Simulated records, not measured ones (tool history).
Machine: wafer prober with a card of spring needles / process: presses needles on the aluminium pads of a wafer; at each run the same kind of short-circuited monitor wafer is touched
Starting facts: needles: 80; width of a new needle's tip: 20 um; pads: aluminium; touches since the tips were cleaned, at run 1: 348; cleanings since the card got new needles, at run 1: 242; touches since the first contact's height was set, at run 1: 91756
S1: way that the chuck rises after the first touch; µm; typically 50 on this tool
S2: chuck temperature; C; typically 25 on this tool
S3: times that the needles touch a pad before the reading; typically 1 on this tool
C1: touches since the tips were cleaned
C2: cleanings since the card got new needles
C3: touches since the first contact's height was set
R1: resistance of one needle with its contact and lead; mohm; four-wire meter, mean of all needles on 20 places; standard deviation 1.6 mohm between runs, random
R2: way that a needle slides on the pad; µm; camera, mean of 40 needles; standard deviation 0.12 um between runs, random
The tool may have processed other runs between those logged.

run	hour	S1	S2	S3	C1	C2	C3	R1	R2
1	0.0	50	25	1	348	242	91756	209	9.32
# hour 5.2: tips cleaned on abrasive film
# hour 10.5: tips cleaned on abrasive film
# hour 15.7: tips cleaned on abrasive film
# hour 22.2: tips cleaned on abrasive film
2	23.9	40	25	1	674	246	100969	273	7.49
# hour 27.9: tips cleaned on abrasive film
# hour 33.1: tips cleaned on abrasive film
# hour 39.6: tips cleaned on abrasive film
# hour 44.9: tips cleaned on abrasive film
# hour 51.4: tips cleaned on abrasive film
# hour 56.9: tips cleaned on abrasive film
3	56.9	40	25	1	0	252	113626	196	7.44
# hour 63.4: tips cleaned on abrasive film
# hour 68.6: tips cleaned on abrasive film
# hour 75.1: tips cleaned on abrasive film
4	79.3	40	25	1	1615	255	122270	384	7.49
# hour 80.6: tips cleaned on abrasive film
# hour 85.9: tips cleaned on abrasive film
# hour 91.1: tips cleaned on abrasive film
# hour 96.3: tips cleaned on abrasive film
# hour 101.6: tips cleaned on abrasive film
# hour 106.8: tips cleaned on abrasive film
# hour 112.0: tips cleaned on abrasive film
5	116.3	40	25	1	1673	262	136496	395	7.33
# hour 117.7: tips cleaned on abrasive film
# hour 122.9: tips cleaned on abrasive film
# hour 128.2: tips cleaned on abrasive film
# hour 133.4: tips cleaned on abrasive film
# hour 139.9: tips cleaned on abrasive film
# hour 146.4: tips cleaned on abrasive film
6	148.6	40	25	1	846	268	148893	326	7.42
# hour 152.5: tips cleaned on abrasive film
# hour 157.8: tips cleaned on abrasive film
# hour 163.0: tips cleaned on abrasive film
# hour 168.2: tips cleaned on abrasive film
# hour 173.5: tips cleaned on abrasive film
# hour 180.0: tips cleaned on abrasive film
7	181.9	40	25	1	750	274	161698	302	7.20
# hour 185.8: tips cleaned on abrasive film
# hour 191.1: tips cleaned on abrasive film
# hour 196.3: tips cleaned on abrasive film
# hour 201.5: tips cleaned on abrasive film
8	205.3	50	31	1	1482	278	170713	298	9.20
# hour 208.0: tips cleaned on abrasive film
# hour 214.5: tips cleaned on abrasive film
# hour 221.0: tips cleaned on abrasive film
# hour 226.3: tips cleaned on abrasive film
9	228.3	62	25	1	818	282	179567	213	11.57
# hour 232.3: tips cleaned on abrasive film
# hour 237.5: tips cleaned on abrasive film
# hour 242.8: tips cleaned on abrasive film
# hour 248.0: tips cleaned on abrasive film
# hour 253.2: tips cleaned on abrasive film
# hour 259.7: tips cleaned on abrasive film
# hour 265.0: tips cleaned on abrasive film
10	268.5	62	25	1	1377	289	195007	249	11.53
# hour 271.2: tips cleaned on abrasive film
# hour 277.7: tips cleaned on abrasive film
# hour 284.2: tips cleaned on abrasive film
11	289.1	50	25	1	1918	292	202952	330	8.86
# hour 290.5: tips cleaned on abrasive film
# hour 295.7: tips cleaned on abrasive film
# hour 302.2: tips cleaned on abrasive film
# hour 308.7: tips cleaned on abrasive film
12	312.2	50	25	1	1338	296	211824	300	9.03
# hour 314.8: tips cleaned on abrasive film
# hour 320.3: height of the first contact set anew
# hour 321.6: tips cleaned on abrasive film
# hour 326.9: tips cleaned on abrasive film
# hour 333.4: tips cleaned on abrasive film
13	338.3	50	25	1	1932	300	6955	308	10.07
# hour 339.7: tips cleaned on abrasive film
# hour 344.9: tips cleaned on abrasive film
# hour 351.5: tips cleaned on abrasive film
# hour 358.0: tips cleaned on abrasive film
14	360.1	50	34	1	839	304	15327	250	9.87
# hour 364.1: tips cleaned on abrasive film
# hour 369.3: tips cleaned on abrasive film
# hour 374.5: tips cleaned on abrasive film
# hour 379.8: tips cleaned on abrasive film
15	380.7	50	34	1	363	308	23225	211	9.89
# hour 385.9: tips cleaned on abrasive film
# hour 391.2: tips cleaned on abrasive film
# hour 396.4: tips cleaned on abrasive film
# hour 401.6: tips cleaned on abrasive film
# hour 406.9: tips cleaned on abrasive film
# hour 412.1: tips cleaned on abrasive film
16	413.7	66	59	1	638	314	35916	197	12.96
# hour 417.7: tips cleaned on abrasive film
# hour 422.9: tips cleaned on abrasive film
# hour 428.1: tips cleaned on abrasive film
# hour 434.7: tips cleaned on abrasive film
# hour 439.9: tips cleaned on abrasive film
# hour 445.1: tips cleaned on abrasive film
17	447.9	66	59	1	1088	320	49058	221	13.07
# hour 450.6: tips cleaned on abrasive film
# hour 455.8: tips cleaned on abrasive film
# hour 461.0: tips cleaned on abrasive film
# hour 467.5: tips cleaned on abrasive film
# hour 472.8: tips cleaned on abrasive film
18	472.9	66	59	1	31	325	58629	178	13.02
# hour 478.1: tips cleaned on abrasive film
# hour 483.3: tips cleaned on abrasive film
# hour 488.6: tips cleaned on abrasive film
# hour 493.8: tips cleaned on abrasive film
# hour 499.0: tips cleaned on abrasive film
# hour 504.2: tips cleaned on abrasive film
# hour 509.5: tips cleaned on abrasive film
19	510.1	50	87	2	243	332	72935	195	9.60
# hour 515.3: tips cleaned on abrasive film
# hour 520.6: tips cleaned on abrasive film
# hour 527.1: tips cleaned on abrasive film
# hour 532.3: tips cleaned on abrasive film
# hour 537.5: tips cleaned on abrasive film
20	537.9	40	35	2	154	337	83635	200	7.68
# hour 543.2: tips cleaned on abrasive film
# hour 548.4: tips cleaned on abrasive film
# hour 553.6: tips cleaned on abrasive film
# hour 558.9: tips cleaned on abrasive film
# hour 565.0: tips cleaned on abrasive film
21	565.0	50	65	1	0	342	94023	188	9.46
# hour 571.5: tips cleaned on abrasive film
# hour 576.7: tips cleaned on abrasive film
# hour 582.0: tips cleaned on abrasive film
# hour 588.5: tips cleaned on abrasive film
# hour 595.0: tips cleaned on abrasive film
# hour 601.5: tips cleaned on abrasive film
22	602.7	50	65	1	457	348	108542	232	9.36
# hour 607.9: tips cleaned on abrasive film
# hour 613.1: tips cleaned on abrasive film
# hour 618.4: tips cleaned on abrasive film
# hour 623.6: tips cleaned on abrasive film
# hour 628.8: tips cleaned on abrasive film
23	632.3	50	65	1	1369	353	119956	287	9.38

Alternative continuations, all from the tool just after run 23; predict every row:
# hour 635.0: tips cleaned on abrasive film
# hour 641.5: tips cleaned on abrasive film
# hour 646.8: tips cleaned on abrasive film
# hour 653.3: tips cleaned on abrasive film
# hour 658.5: tips cleaned on abrasive film
# hour 663.7: tips cleaned on abrasive film
# hour 669.0: tips cleaned on abrasive film
A	671.8	33	79	1	1108	360	135127	?	?
# hour 635.0: tips cleaned on abrasive film
# hour 641.5: tips cleaned on abrasive film
# hour 646.8: tips cleaned on abrasive film
# hour 653.3: tips cleaned on abrasive film
# hour 658.5: tips cleaned on abrasive film
# hour 663.7: tips cleaned on abrasive film
# hour 669.0: tips cleaned on abrasive film
B	671.8	65	65	1	1108	360	135127	?	?
# hour 635.0: tips cleaned on abrasive film
# hour 641.5: tips cleaned on abrasive film
# hour 646.8: tips cleaned on abrasive film
# hour 653.3: tips cleaned on abrasive film
# hour 658.5: tips cleaned on abrasive film
# hour 663.7: tips cleaned on abrasive film
# hour 669.0: tips cleaned on abrasive film
C	671.8	50	65	3	1108	360	135127	?	?

run	R1	R2
A	471	5.91
B	237	12.49
C	219	9.49
With the hidden condition removed and each run's random variation left untouched, the same runs would have given:
run	R1	R2
A	183	6.58
B	162	13.16
C	166	10.17

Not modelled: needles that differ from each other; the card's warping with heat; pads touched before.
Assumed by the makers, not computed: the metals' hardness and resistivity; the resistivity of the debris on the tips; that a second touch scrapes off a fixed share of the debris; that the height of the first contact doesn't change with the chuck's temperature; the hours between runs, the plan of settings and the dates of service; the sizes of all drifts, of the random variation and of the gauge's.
